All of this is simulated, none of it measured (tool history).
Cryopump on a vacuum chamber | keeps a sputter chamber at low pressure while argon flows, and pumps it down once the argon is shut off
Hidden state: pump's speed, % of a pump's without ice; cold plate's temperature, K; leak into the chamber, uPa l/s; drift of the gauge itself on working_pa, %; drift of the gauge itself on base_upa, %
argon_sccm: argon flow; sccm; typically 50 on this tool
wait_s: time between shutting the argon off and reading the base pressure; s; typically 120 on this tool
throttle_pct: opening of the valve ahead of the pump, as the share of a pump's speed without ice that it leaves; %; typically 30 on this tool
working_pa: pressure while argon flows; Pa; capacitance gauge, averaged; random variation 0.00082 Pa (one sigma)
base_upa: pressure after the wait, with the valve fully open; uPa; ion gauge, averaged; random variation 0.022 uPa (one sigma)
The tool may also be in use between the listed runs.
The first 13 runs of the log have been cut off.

run,hour,argon_sccm,wait_s,throttle_pct,hours of work since the pump was warmed up and emptied,hours of work since the cold head was overhauled,hours of work since the chamber's fittings were tightened,working_pa,base_upa
14,838,26,120,30,166,977,1504,0.0862,0.92
15,920.1,26,120,30,226,1037,1564,0.0865,0.94
16,1011.1,26,120,30,292,1104,1630,0.0866,0.97
17,1093,26,120,30,352,1164,1690,0.0886,1.01
# hour 1168.6: pump warmed up, emptied and cooled again
18,1185.4,26,120,30,12,1227,1754,0.0845,1.01
19,1276.9,26,120,30,79,1294,1821,0.0868,0.99
20,1345.5,26,120,30,129,1344,1871,0.0861,1.03
21,1389.2,26,120,30,161,1376,1903,0.0857,1
22,1474.3,50,48,30,223,1439,1965,0.1657,1.73
23,1556.4,99,22,18,283,1499,2025,0.5508,3.2
24,1612.6,99,22,18,324,1540,2066,0.5436,3.17
25,1665.2,60,33,18,363,1578,2104,0.3326,2.39
# hour 1724.6: pump warmed up, emptied and cooled again
26,1735,60,33,18,8,1625,2152,0.3257,2.28
27,1778.1,50,23,30,39,1657,2183,0.1623,3

Predict the results of run 28:
28,1832.3,50,23,30,79,1696,2223,?,?

Run 28 yielded working_pa 0.1635 Pa, base_upa 3.05 uPa.
Were there no unlogged condition in the tool, this run, its random variation unchanged, would have produced working_pa 0.1612 Pa, base_upa 2.62 uPa.

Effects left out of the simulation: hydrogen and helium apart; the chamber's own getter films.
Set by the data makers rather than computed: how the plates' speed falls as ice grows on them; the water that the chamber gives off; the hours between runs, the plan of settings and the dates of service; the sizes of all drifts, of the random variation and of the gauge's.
